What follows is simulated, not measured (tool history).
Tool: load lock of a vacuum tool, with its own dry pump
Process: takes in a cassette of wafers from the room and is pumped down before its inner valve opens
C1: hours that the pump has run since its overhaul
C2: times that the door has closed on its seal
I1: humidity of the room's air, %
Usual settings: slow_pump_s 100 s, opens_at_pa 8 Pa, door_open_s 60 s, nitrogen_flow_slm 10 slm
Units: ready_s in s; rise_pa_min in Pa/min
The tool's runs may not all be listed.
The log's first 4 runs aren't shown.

Run 5, hour 2139.4: usual settings; C1 2412; C2 20188; I1 46.9. Result: ready_s 169.6 s, rise_pa_min 0.398 Pa/min.
Run 6, hour 2518.5: usual settings; C1 2792; C2 20789; I1 43.7. Result: ready_s 170.5 s, rise_pa_min 0.411 Pa/min.
Run 7, hour 3173.1: usual settings but opens_at_pa 12 Pa; C1 3446; C2 21826; I1 41. Result: ready_s 166.7 s, rise_pa_min 0.445 Pa/min.
Run 8, hour 3578.6: usual settings; C1 3852; C2 22469; I1 43.4. Result: ready_s 170 s, rise_pa_min 0.459 Pa/min.
Run 9, hour 4237: usual settings; C1 4510; C2 23513; I1 43.8. Result: ready_s 172 s, rise_pa_min 0.495 Pa/min.
At hour 4463.3: door's seal changed, seat wiped.
Run 10, hour 4902.8: usual settings; C1 5174; C2 697; I1 44.5. Result: ready_s 171 s, rise_pa_min 0.026 Pa/min.
Run 11, hour 5322.8: usual settings but nitrogen_flow_slm 9 slm; C1 5594; C2 1363; I1 44.9. Result: ready_s 171.5 s, rise_pa_min 0.038 Pa/min.
Run 12, hour 5655.9: usual settings but opens_at_pa 10 Pa; C1 5927; C2 1891; I1 43.4. Result: ready_s 170.3 s, rise_pa_min 0.041 Pa/min.
Run 13, hour 6185.4: usual settings but slow_pump_s 96 s, opens_at_pa 10 Pa; C1 6457; C2 2730; I1 45.5. Result: ready_s 166 s, rise_pa_min 0.048 Pa/min.
Run 14, hour 6476.5: usual settings but slow_pump_s 96 s, opens_at_pa 10 Pa, nitrogen_flow_slm 6 slm; C1 6748; C2 3192; I1 42.1. Result: ready_s 165.8 s, rise_pa_min 0.054 Pa/min.
Run 15, hour 6801.7: usual settings; C1 7073; C2 3707; I1 45.6. Result: ready_s 170.6 s, rise_pa_min 0.054 Pa/min.
Run 16, hour 7135.4: usual settings; C1 7407; C2 4236; I1 47. Result: ready_s 173.5 s, rise_pa_min 0.061 Pa/min.
Run 17, hour 7826.7: usual settings but slow_pump_s 128 s, opens_at_pa 15 Pa, door_open_s 71 s, nitrogen_flow_slm 5 slm; C1 8098; C2 5332; I1 45.8. Result: ready_s 190.8 s, rise_pa_min 0.084 Pa/min.
Run 18, hour 8287.8: usual settings but slow_pump_s 74 s, opens_at_pa 11 Pa, door_open_s 119 s, nitrogen_flow_slm 28 slm; C1 8559; C2 6063; I1 42.9. Result: ready_s 147.4 s, rise_pa_min 0.075 Pa/min.
Run 19, hour 8756.4: usual settings but slow_pump_s 74 s, opens_at_pa 11 Pa, door_open_s 119 s, nitrogen_flow_slm 4 slm; C1 9028; C2 6806; I1 42. Result: ready_s 148.3 s, rise_pa_min 0.11 Pa/min.

Forecast run 20:
Run 20, hour 9204: usual settings but slow_pump_s 74 s, opens_at_pa 11 Pa, door_open_s 119 s, nitrogen_flow_slm 4 slm; C1 9476; C2 7516; I1 43. Result: ready_s ?, rise_pa_min ?.

{"run 20": {"ready_s": 147.7, "rise_pa_min": 0.122}}
Without the tool's hidden state the same run would have given ready_s 142.6 s, rise_pa_min 0.044 Pa/min.
